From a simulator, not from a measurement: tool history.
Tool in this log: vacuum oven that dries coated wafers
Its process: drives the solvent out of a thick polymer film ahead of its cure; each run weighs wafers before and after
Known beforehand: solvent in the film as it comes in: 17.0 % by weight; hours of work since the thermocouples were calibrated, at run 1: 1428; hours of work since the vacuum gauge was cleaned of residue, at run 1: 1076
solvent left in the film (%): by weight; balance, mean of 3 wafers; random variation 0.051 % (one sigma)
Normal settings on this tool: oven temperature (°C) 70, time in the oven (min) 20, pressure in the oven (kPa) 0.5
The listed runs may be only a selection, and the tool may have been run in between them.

| run | hour | oven temperature (°C) | time in the oven (min) | pressure in the oven (kPa) | hours of work since the thermocouples were calibrated | hours of work since the vacuum gauge was cleaned of residue | solvent left in the film (%) |
|---|---|---|---|---|---|---|---|
| 1 | 0 | 70 | 20 | 0.5 | 1428 | 1076 | 1.71 |
|  | 24.3 | oven's thermocouples calibrated |
| 2 | 44.8 | 70 | 20 | 0.5 | 11 | 1098 | 1.66 |
| 3 | 84.6 | 70 | 20 | 0.5 | 31 | 1119 | 1.58 |
| 4 | 126.9 | 70 | 20 | 0.5 | 53 | 1141 | 1.77 |
| 5 | 179 | 55 | 20 | 0.5 | 81 | 1168 | 5.5 |
| 6 | 241.5 | 55 | 27 | 0.5 | 113 | 1200 | 4.23 |
| 7 | 283.3 | 55 | 27 | 0.5 | 135 | 1222 | 4.28 |
|  | 343.7 | oven's thermocouples calibrated, once more |
| 8 | 348.8 | 55 | 27 | 0.5 | 3 | 1255 | 3.55 |
| 9 | 407.8 | 70 | 20 | 1.123 | 33 | 1286 | 1.96 |
| 10 | 440.6 | 56 | 20 | 0.5 | 50 | 1303 | 4.47 |
| 11 | 507.8 | 56 | 20 | 0.5 | 85 | 1338 | 4.46 |
| 12 | 560 | 70 | 22 | 0.5 | 113 | 1365 | 1.26 |
| 13 | 627.7 | 70 | 26 | 0.5 | 148 | 1400 | 1.16 |
| 14 | 678.2 | 70 | 15 | 0.5 | 174 | 1426 | 2.18 |
| 15 | 744.1 | 70 | 15 | 0.5 | 208 | 1461 | 2.19 |
| 16 | 792.2 | 70 | 20 | 0.5 | 233 | 1486 | 1.55 |
| 17 | 851.5 | 70 | 20 | 0.5 | 264 | 1517 | 1.58 |
| 18 | 931.7 | 70 | 20 | 0.5 | 306 | 1558 | 1.6 |
| 19 | 1006.1 | 61 | 20 | 0.5 | 345 | 1597 | 3.41 |
| 20 | 1076.3 | 70 | 20 | 0.5 | 381 | 1634 | 1.59 |
| 21 | 1152.3 | 70 | 20 | 0.5 | 421 | 1673 | 1.64 |
| 22 | 1212.3 | 70 | 20 | 0.5 | 452 | 1704 | 1.67 |
| 23 | 1279.4 | 75 | 20 | 0.5 | 487 | 1739 | 1.17 |
| 24 | 1344.2 | 75 | 20 | 0.5 | 521 | 1773 | 1.1 |
| 25 | 1421.5 | 75 | 20 | 0.5 | 561 | 1813 | 1.14 |
| 26 | 1492.4 | 79 | 20 | 0.323 | 598 | 1850 | 0.73 |
| 27 | 1550.9 | 79 | 20 | 0.323 | 628 | 1881 | 0.8 |
| 28 | 1612.2 | 79 | 20 | 0.268 | 660 | 1913 | 0.74 |
| 29 | 1661.4 | 67 | 20 | 0.5 | 686 | 1938 | 2.29 |
| 30 | 1717.1 | 67 | 20 | 0.5 | 715 | 1967 | 2.34 |
| 31 | 1789 | 67 | 17 | 0.718 | 752 | 2005 | 2.97 |
| 32 | 1852.7 | 67 | 17 | 0.718 | 785 | 2038 | 3.08 |
| 33 | 1919.5 | 70 | 11 | 0.475 | 820 | 2072 | 3.7 |
| 34 | 1989.2 | 72 | 11 | 0.559 | 856 | 2109 | 3.27 |
| 35 | 2060.3 | 72 | 11 | 0.559 | 893 | 2146 | 3.32 |
| 36 | 2100.5 | 60 | 17 | 0.404 | 914 | 2167 | 4.58 |
| 37 | 2135.9 | 60 | 17 | 0.404 | 933 | 2185 | 4.57 |
| 38 | 2183.7 | 63 | 13 | 0.45 | 958 | 2210 | 5.13 |
| 39 | 2231.6 | 70 | 20 | 0.295 | 983 | 2235 | 1.85 |
| 40 | 2292.9 | 70 | 20 | 1.502 | 1014 | 2267 | 2.85 |
| 41 | 2331.6 | 70 | 27 | 1.653 | 1035 | 2287 | 2.5 |
| 42 | 2385.4 | 79 | 12 | 0.5 | 1063 | 2315 | 1.72 |
| 43 | 2450.4 | 79 | 12 | 0.5 | 1096 | 2349 | 1.75 |
| 44 | 2495.8 | 76 | 10 | 0.33 | 1120 | 2372 | 2.75 |
| 45 | 2565.6 | 69 | 20 | 0.5 | 1156 | 2409 | 2.28 |
| 46 | 2631 | 69 | 20 | 0.5 | 1190 | 2443 | 2.26 |
| 47 | 2684 | 70 | 14 | 0.5 | 1218 | 2470 | 3.06 |
| 48 | 2744.9 | 70 | 14 | 0.5 | 1250 | 2502 | 3.08 |

3 ways to go on from here, each from the tool as it stands after run 48. What would each give?
| A | 2811 | 56 | 18 | 0.647 | 1284 | 2536 | ? |
| B | 2811 | 64 | 24 | 0.5 | 1284 | 2536 | ? |
| C | 2811 | 62 | 14 | 0.5 | 1284 | 2536 | ? |

| run | solvent left in the film (%) |
|---|---|
| A | 6.24 |
| B | 2.68 |
| C | 5.11 |
Take away the tool's hidden state, keep each run's random variation, and the runs would have read:
| run | solvent left in the film (%) |
|---|---|
| A | 4.34 |
| B | 1.24 |
| C | 3.55 |
